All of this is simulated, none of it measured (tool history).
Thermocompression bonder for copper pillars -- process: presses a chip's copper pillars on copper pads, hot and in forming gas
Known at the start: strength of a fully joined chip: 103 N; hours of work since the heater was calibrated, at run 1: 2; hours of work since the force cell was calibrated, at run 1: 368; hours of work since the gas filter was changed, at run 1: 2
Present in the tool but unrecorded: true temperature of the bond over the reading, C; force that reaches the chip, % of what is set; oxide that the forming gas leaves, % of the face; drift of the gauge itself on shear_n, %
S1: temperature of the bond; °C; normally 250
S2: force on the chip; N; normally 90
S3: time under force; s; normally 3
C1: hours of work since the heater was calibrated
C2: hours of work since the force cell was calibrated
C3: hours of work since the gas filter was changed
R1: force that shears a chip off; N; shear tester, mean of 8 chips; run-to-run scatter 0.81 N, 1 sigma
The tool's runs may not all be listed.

run	hour	S1	S2	S3	C1	C2	C3	R1
1	0	250	90	3	2	368	2	64.1
2	29.1	250	90	3	17	383	17	64.4
3	42.4	250	90	3	24	390	24	62.8
4	64.5	250	90	3	36	402	36	63.9
5	79.6	250	90	3	44	410	44	62.2
6	98.9	250	90	3	54	420	54	63.8
7	128	250	90	3	69	435	69	63.4
8	155.1	250	90	3	84	450	84	62.8
9	181.6	250	82	3	97	464	97	61.1
10	204.5	250	82	3	110	476	110	60.6
11	223.5	250	90	3	120	486	120	64.1

What does the tool deliver on the next run?
12	246.7	257	112	3	132	498	132	?

Run 12 gave R1 73.2 N.
Had the tool carried no hidden state, the very same run would have given R1 73.5 N.
